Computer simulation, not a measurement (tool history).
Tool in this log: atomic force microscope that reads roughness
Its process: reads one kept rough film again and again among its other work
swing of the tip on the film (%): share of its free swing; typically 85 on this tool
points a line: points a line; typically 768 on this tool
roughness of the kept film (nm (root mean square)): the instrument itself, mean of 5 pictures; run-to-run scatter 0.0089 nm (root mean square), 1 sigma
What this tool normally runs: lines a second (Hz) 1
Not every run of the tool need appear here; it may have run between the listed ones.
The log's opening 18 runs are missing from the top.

run     day  lines a second (Hz)  swing of the tip on the film (%)  points a line  roughness of the kept film (nm (root mean square))
 19  12.279                    1                                85            482                                               1.937
 20  12.738                    1                                85            482                                               1.927
 21  13.221                 3.85                                65            265                                               1.852
     13.754  -- new tip fitted
 22  13.812                 3.85                                65            265                                               1.925
 23  14.421                 3.85                                65            265                                               1.895
 24  14.962                 2.31                                61            481                                               2.019
 25  15.871                 2.31                                61            481                                               2.012
 26  16.312                 1.03                                83            327                                                1.93
     17.229  -- new tip fitted
 27  17.242                 2.22                                79            551                                               1.864
 28  17.721                 2.08                                90            365                                               1.707
 29  18.279                 0.75                                62            863                                                 2.1
 30  18.967                 0.63                                73            577                                               2.046
 31  19.408                 0.71                                82            364                                               1.988
 32  19.904                 0.71                                82            382                                               1.983
 33  20.558                 1.67                                60            682                                               2.009
     20.688  -- new tip fitted
 34  21.579                 0.82                                60            399                                               2.095
 35  22.196                 0.55                                58            399                                               2.111
 36  23.154                 1.68                                63            309                                                2.01
 37  23.771                 1.68                                63            309                                               2.001
     24.154  -- new tip fitted
 38  24.529                    1                                60            787                                               2.099
 39  25.504                    1                                85            660                                               1.936
 40  26.092                    1                                85            660                                               1.925

What if the next run were any one of these 5? Each begins from the tool's condition after run 40:
  A  26.633                 1.87                                57            600                                                   ?
  B  26.633                    1                                85            295                                                   ?
  C  26.633                  2.5                                85            660                                                   ?
  D  26.633                 3.33                                85            331                                                   ?
  E  26.633                 0.83                                85            660                                                   ?

run  roughness of the kept film (nm (root mean square))
  A                                               2.043
  B                                               1.913
  C                                               1.703
  D                                               1.597
  E                                               1.953
Stripped of hidden state, with their random variation kept, the same runs would have yielded:
run  roughness of the kept film (nm (root mean square))
  A                                               2.115
  B                                               1.981
  C                                               1.764
  D                                               1.654
  E                                               2.023

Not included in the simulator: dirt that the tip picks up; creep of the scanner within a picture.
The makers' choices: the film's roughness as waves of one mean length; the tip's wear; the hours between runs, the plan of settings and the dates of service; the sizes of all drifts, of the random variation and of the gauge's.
